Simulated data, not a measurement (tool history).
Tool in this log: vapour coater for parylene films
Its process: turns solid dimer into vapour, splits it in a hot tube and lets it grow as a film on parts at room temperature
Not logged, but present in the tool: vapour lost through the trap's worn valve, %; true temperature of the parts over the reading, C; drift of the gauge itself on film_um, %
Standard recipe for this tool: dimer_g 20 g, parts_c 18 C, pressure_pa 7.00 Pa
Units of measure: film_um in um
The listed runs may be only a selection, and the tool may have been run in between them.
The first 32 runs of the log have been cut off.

run	day	dimer_g	parts_c	pressure_pa	hours of work since the trap's valve was overhauled	hours of work since the table's thermometer was calibrated	film_um
33	29.050	20	15	2.06	90	447	9.22
34	29.971	19	27	7.34	99	456	5.65
35	31.104	31	11	2.68	110	467	14.76
36	32.000	25	12	7.23	119	476	9.95
37	33.108	13	20	5.31	130	486	4.65
38	34.317	20	18	2.13	141	498	8.59
39	35.321	20	30	6.28	151	508	5.71
40	36.192	20	30	6.28	160	517	5.72
41	37.196	20	30	6.28	170	526	5.71
42	37.954	14	10	5.10	177	534	6.09
43	38.662	9	10	4.99	184	541	3.92
44	39.892	8	15	2.42	196	553	3.53
45	41.104	32	15	8.49	208	565	11.60
46	41.975	15	20	5.24	216	573	5.32
47	43.046	20	11	7.00	227	584	8.06

Predict each of these 3 candidate next runs independently; none follows another, all start after run 47:
A	43.862	11	18	2.01	235	592	?
B	43.862	11	11	3.95	235	592	?
C	43.862	20	18	5.96	235	592	?

run	film_um
A	4.69
B	4.85
C	7.19
The same runs, with their run-to-run variation unchanged, on a tool lacking any hidden condition would have given:
run	film_um
A	4.80
B	4.96
C	7.36
